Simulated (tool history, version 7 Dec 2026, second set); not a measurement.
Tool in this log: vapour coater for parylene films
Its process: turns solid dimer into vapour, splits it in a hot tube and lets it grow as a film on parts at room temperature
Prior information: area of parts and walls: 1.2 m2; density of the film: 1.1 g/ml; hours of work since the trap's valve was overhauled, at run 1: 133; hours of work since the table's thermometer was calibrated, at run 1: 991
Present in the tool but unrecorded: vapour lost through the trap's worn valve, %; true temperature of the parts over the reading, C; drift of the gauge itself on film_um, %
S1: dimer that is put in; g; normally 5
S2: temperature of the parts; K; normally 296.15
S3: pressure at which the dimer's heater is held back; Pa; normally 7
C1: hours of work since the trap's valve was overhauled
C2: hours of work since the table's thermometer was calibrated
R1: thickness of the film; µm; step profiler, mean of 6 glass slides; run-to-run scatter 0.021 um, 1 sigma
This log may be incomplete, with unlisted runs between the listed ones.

Run 1, hour 0: usual settings; C1 133; C2 991. Result: R1 1.9 µm.
Run 2, hour 27.2: usual settings but S3 9.06 Pa; C1 151; C2 1009. Result: R1 1.78 µm.
Run 3, hour 76.7: usual settings but S1 2 g; C1 183; C2 1041. Result: R1 0.73 µm.
Run 4, hour 121.1: usual settings but S1 2 g; C1 213; C2 1071. Result: R1 0.75 µm.
Run 5, hour 166.6: usual settings but S1 2 g; C1 242; C2 1101. Result: R1 0.73 µm.
Run 6, hour 202.3: usual settings but S2 303.15 K; C1 266; C2 1124. Result: R1 1.52 µm.
Run 7, hour 245.6: usual settings; C1 295; C2 1153. Result: R1 1.77 µm.
At hour 266: trap's valve overhauled.
Run 8, hour 274.8: usual settings; C1 6; C2 1169. Result: R1 1.95 µm.
Run 9, hour 303.2: usual settings; C1 25; C2 1188. Result: R1 1.94 µm.
Run 10, hour 341: usual settings; C1 50; C2 1213. Result: R1 1.91 µm.
Run 11, hour 365.4: usual settings but S1 3 g; C1 66; C2 1229. Result: R1 1.12 µm.
Run 12, hour 406.4: usual settings but S1 3 g; C1 93; C2 1256. Result: R1 1.13 µm.
Run 13, hour 442.4: usual settings; C1 116; C2 1280. Result: R1 1.95 µm.
Run 14, hour 478.1: usual settings; C1 140; C2 1303. Result: R1 1.9 µm.
Run 15, hour 505.4: usual settings but S1 3 g; C1 158; C2 1321. Result: R1 1.14 µm.
Run 16, hour 557.6: usual settings but S1 3 g, S2 295.15 K; C1 192; C2 1356. Result: R1 1.16 µm.
Run 17, hour 580.5: usual settings; C1 207; C2 1371. Result: R1 1.87 µm.
Run 18, hour 628.7: usual settings but S2 307.15 K; C1 239; C2 1403. Result: R1 1.45 µm.
Run 19, hour 671.9: usual settings but S2 293.15 K, S3 5.08 Pa; C1 268; C2 1431. Result: R1 2.06 µm.
Run 20, hour 695: usual settings but S1 2 g, S3 5.08 Pa; C1 283; C2 1446. Result: R1 0.74 µm.
At hour 733.3: trap's valve overhauled.
Run 21, hour 748.4: usual settings but S1 4 g, S2 295.15 K; C1 10; C2 1479. Result: R1 1.59 µm.
Run 22, hour 790: usual settings but S1 6 g; C1 37; C2 1506. Result: R1 2.35 µm.
Run 23, hour 827.4: usual settings but S1 6 g; C1 62; C2 1531. Result: R1 2.35 µm.
Run 24, hour 870.7: usual settings but S1 6 g; C1 91; C2 1560. Result: R1 2.3 µm.
Run 25, hour 910.5: usual settings but S1 6 g; C1 117; C2 1586. Result: R1 2.3 µm.
Run 26, hour 959.2: usual settings but S1 6 g; C1 149; C2 1618. Result: R1 2.27 µm.
Run 27, hour 999.2: usual settings but S1 6 g; C1 175; C2 1644. Result: R1 2.3 µm.
Run 28, hour 1054: usual settings but S1 2 g, S2 308.15 K, S3 7.38 Pa; C1 211; C2 1680. Result: R1 0.55 µm.
Run 29, hour 1078.5: usual settings but S2 293.15 K, S3 9.04 Pa; C1 228; C2 1697. Result: R1 1.9 µm.
Run 30, hour 1125.5: usual settings but S2 293.15 K, S3 9.04 Pa; C1 259; C2 1728. Result: R1 1.91 µm.
Run 31, hour 1171.2: usual settings but S3 11.02 Pa; C1 289; C2 1758. Result: R1 1.74 µm.
At hour 1199.4: trap's valve overhauled.
Run 32, hour 1230.8: usual settings but S3 2.77 Pa; C1 21; C2 1794. Result: R1 2.23 µm.
Run 33, hour 1262.4: usual settings but S2 295.15 K, S3 3.67 Pa; C1 42; C2 1815. Result: R1 2.19 µm.
Run 34, hour 1301.9: usual settings but S2 295.15 K, S3 3.67 Pa; C1 68; C2 1841. Result: R1 2.17 µm.
Run 35, hour 1357: usual settings but S1 2 g, S2 304.15 K, S3 3.7 Pa; C1 104; C2 1878. Result: R1 0.7 µm.
Run 36, hour 1388.2: usual settings but S2 299.15 K, S3 3.29 Pa; C1 125; C2 1898. Result: R1 2 µm.

For each run, the measured value with the value that run would have given without the tool's hidden condition subtracted. The run-to-run variation is shared by both, the gauge scatter possibly not:
run     R1
  1  -0.06
  2  -0.07
  3  -0.04
  4  -0.05
  5  -0.04
  6  -0.12
  7  -0.15
  8  +0.02
  9  +0.01
 10     +0
 11  -0.01
 12  -0.01
 13  -0.04
 14  -0.05
 15  -0.04
 16  -0.05
 17  -0.08
 18  -0.07
 19  -0.13
 20  -0.05
 21  +0.03
 22  +0.03
 23  +0.02
 24  -0.01
 25  -0.03
 26  -0.04
 27  -0.07
 28  -0.02
 29  -0.08
 30   -0.1
 31  -0.11
 32  +0.03
 33  +0.02
 34     +0
 35     +0
 36  -0.03
